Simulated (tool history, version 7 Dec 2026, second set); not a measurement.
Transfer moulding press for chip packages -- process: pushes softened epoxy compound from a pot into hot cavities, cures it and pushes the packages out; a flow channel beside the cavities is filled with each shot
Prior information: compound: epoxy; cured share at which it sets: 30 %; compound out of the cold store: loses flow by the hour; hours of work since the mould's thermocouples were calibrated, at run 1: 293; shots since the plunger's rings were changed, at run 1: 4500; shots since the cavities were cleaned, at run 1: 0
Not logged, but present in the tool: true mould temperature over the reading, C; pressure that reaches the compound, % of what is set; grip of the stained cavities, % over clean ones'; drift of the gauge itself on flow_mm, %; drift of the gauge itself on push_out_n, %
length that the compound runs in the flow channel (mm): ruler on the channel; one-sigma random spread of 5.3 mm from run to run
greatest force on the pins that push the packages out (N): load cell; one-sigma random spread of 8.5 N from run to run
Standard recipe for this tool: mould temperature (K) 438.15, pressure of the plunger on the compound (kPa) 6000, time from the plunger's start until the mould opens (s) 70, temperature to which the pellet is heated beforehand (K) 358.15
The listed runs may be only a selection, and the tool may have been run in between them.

run,day,mould temperature (K),pressure of the plunger on the compound (kPa),time from the plunger's start until the mould opens (s),temperature to which the pellet is heated beforehand (K),hours of work since the mould's thermocouples were calibrated,shots since the plunger's rings were changed,shots since the cavities were cleaned,incoming compound's hours out of the cold store,length that the compound runs in the flow channel (mm),greatest force on the pins that push the packages out (N)
1,0,438.15,6000,70,358.15,293,4500,0,30.8,479,352
2,0.596,438.15,6000,107,358.15,300,4678,178,45,444,221
3,1.2,438.15,6000,70,358.15,307,4858,358,42.2,444,431
4,1.608,438.15,6000,70,358.15,312,4979,479,18.1,509,535
# day 2.15: cavities cleaned with cleaning compound and waxed
5,2.229,438.15,6000,70,358.15,318,5146,23,48,432,333
6,2.65,438.15,6280,70,358.15,323,5271,148,26.8,489,403
# day 3.362: plunger's sealing rings changed
7,3.658,438.15,6280,70,358.15,334,88,418,29.4,531,508
# day 4.404: cavities cleaned with cleaning compound and waxed
8,4.45,438.15,6660,70,358.15,342,306,13,21,585,383
9,4.929,438.15,6660,99,358.15,348,449,156,20.5,587,237
10,5.458,438.15,6000,70,358.15,354,606,313,15.8,557,498
11,6.25,438.15,6000,70,365.15,363,843,550,21.8,544,497
# day 6.596: cavities cleaned with cleaning compound and waxed
12,6.946,438.15,6000,70,368.15,371,1032,105,32.5,514,367
13,7.604,436.15,6000,90,358.15,378,1228,301,31.6,510,293
14,8.062,438.15,5940,77,364.15,383,1365,438,16.7,543,382
# day 8.754: cavities cleaned with cleaning compound and waxed
15,9.096,444.15,6870,75,353.15,395,1655,103,8,600,249
16,10.083,446.15,6000,107,358.15,406,1949,397,25,498,250

Forecast run 17:
# day 10.917: cavities cleaned with cleaning compound and waxed
17,11.096,446.15,6000,107,358.15,417,2232,54,30.3,?,?

For run 17 the tool returned length that the compound runs in the flow channel (mm) 484, greatest force on the pins that push the packages out (N) 207.
Were there no unlogged condition in the tool, this run, its random variation unchanged, would have produced length that the compound runs in the flow channel (mm) 508, greatest force on the pins that push the packages out (N) 193.

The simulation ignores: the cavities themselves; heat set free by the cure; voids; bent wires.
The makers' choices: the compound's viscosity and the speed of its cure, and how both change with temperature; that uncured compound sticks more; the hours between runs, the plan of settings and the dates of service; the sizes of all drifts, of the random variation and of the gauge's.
